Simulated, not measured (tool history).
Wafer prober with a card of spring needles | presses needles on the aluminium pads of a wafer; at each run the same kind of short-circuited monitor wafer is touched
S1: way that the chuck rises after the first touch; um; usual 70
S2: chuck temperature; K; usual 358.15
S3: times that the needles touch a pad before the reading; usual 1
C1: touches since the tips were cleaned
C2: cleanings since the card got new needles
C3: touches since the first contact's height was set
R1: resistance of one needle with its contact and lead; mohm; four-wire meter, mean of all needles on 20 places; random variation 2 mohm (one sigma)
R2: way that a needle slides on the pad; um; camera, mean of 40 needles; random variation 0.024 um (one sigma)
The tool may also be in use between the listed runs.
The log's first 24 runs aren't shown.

run,hour,S1,S2,S3,C1,C2,C3,R1,R2
25,206.8,53,311.15,2,2486,14,100914,214,6.42
26,215.6,61,379.15,2,4328,14,102756,228,7.41
27,220.7,70,369.15,1,5415,14,103843,218,8.52
28,226.1,70,369.15,1,6554,14,104982,224,8.48
# hour 227.1: tips cleaned on abrasive film
29,231.6,51,331.15,2,947,15,106120,223,6.15
30,239.7,89,331.15,2,2658,15,107831,204,10.72
31,250.2,89,298.15,1,4861,15,110034,198,10.68
32,257.1,89,298.15,1,6330,15,111503,202,10.71
# hour 259.6: tips cleaned on abrasive film
33,268.8,89,298.15,1,1925,16,113940,198,10.69
34,278.4,68,320.15,2,3953,16,115968,212,8.14
35,284.7,80,326.15,1,5290,16,117305,204,9.56

Forecast run 36:
36,291.2,83,307.15,2,6661,16,118676,?,?

Run 36 gave R1 203 mohm, R2 9.96 um.
Without the tool's hidden state the same run would have given R1 202 mohm, R2 10.23 um.
